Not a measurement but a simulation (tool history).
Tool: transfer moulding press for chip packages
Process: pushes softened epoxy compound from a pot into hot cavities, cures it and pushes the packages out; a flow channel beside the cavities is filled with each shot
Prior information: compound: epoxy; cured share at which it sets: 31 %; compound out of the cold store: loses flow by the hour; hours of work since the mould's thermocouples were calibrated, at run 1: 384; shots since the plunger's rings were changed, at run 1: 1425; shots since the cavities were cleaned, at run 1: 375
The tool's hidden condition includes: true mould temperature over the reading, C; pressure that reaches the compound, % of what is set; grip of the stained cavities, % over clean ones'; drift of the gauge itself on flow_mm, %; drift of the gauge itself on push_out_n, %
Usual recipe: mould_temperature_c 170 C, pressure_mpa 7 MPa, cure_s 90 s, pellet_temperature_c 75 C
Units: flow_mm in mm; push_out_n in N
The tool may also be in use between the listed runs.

run	day	mould_temperature_c	pressure_mpa	cure_s	pellet_temperature_c	hours of work since the mould's thermocouples were calibrated	shots since the plunger's rings were changed	shots since the cavities were cleaned	incoming compound's hours out of the cold store	flow_mm	push_out_n
1	0	170	7	90	75	384	1425	375	18.6	535	326
# day 0.717: cavities cleaned with cleaning compound and waxed
2	0.846	170	7	90	75	394	1617	31	36.7	494	202
3	1.558	170	7	90	75	404	1792	206	29.7	506	287
4	2.392	170	7	90	65	415	1996	410	34.6	505	344
# day 2.925: cavities cleaned with cleaning compound and waxed
5	2.925	170	7	90	65	421	2112	0	47	481	188
6	3.662	170	5.91	90	65	431	2293	181	13.5	492	287
7	4.075	170	5.91	90	65	437	2393	281	30.1	465	302
8	4.854	170	5.91	90	65	448	2584	472	41.4	445	348
# day 5.167: cavities cleaned with cleaning compound and waxed
9	5.679	170	5.91	90	65	458	2771	126	13.2	482	271
10	6.529	170	7	90	75	469	2980	335	42.8	469	308
11	7.258	170	7	90	75	479	3158	513	26.9	500	361
# day 7.446: cavities cleaned with cleaning compound and waxed
12	7.904	170	7	90	75	487	3300	112	28.9	498	251
13	8.362	170	7	90	75	493	3413	225	33.4	490	298
# day 8.738: plunger's sealing rings changed
14	8.942	170	8.33	90	75	500	49	341	28.1	586	334
15	9.517	168	8.33	90	66	507	190	482	14.7	617	419
# day 9.804: cavities cleaned with cleaning compound and waxed
16	10.362	168	8.33	90	66	518	382	137	24.4	589	285
# day 10.517: mould's thermocouples calibrated
17	10.929	177	7	76	77	6	501	256	30.5	511	294
18	11.329	170	6.68	125	75	11	599	354	30.7	512	276
19	11.983	170	6.68	125	75	20	759	514	44.9	491	294
# day 12.125: cavities cleaned with cleaning compound and waxed
20	12.912	166	8.12	90	70	32	972	194	27.6	587	389
21	13.562	166	8.12	90	70	40	1131	353	41.2	551	471
22	14.262	166	8.12	90	70	50	1302	524	47.3	543	497
# day 14.383: cavities cleaned with cleaning compound and waxed
# day 15.171: mould's thermocouples calibrated, once more
23	15.171	169	6.22	104	76	0	1489	173	26.3	486	224
24	15.608	169	6.22	104	76	6	1596	280	12.2	507	260
25	16.358	169	6.22	104	76	16	1780	464	35.5	472	311
# day 16.725: cavities cleaned with cleaning compound and waxed
26	17.058	169	6.22	104	76	25	1936	82	28.8	479	203
27	17.779	169	6.22	104	76	34	2113	259	15.9	501	271
28	18.212	170	5.8	78	84	40	2218	364	18.2	480	381

3 options for the next run, each taken on its own from the tool as it stands now. Forecast them:
# day 18.979: cavities cleaned with cleaning compound and waxed
A	19.054	170	5.8	111	84	51	2409	18	46.4	?	?
# day 18.979: cavities cleaned with cleaning compound and waxed
B	19.054	162	5.8	78	81	51	2409	18	41.5	?	?
# day 18.979: cavities cleaned with cleaning compound and waxed
C	19.054	175	5.91	121	84	51	2409	18	34.7	?	?

run	flow_mm	push_out_n
A	425	177
B	461	414
C	441	169
Stripped of hidden state, with their random variation kept, the same runs would have yielded:
run	flow_mm	push_out_n
A	449	164
B	486	385
C	465	156

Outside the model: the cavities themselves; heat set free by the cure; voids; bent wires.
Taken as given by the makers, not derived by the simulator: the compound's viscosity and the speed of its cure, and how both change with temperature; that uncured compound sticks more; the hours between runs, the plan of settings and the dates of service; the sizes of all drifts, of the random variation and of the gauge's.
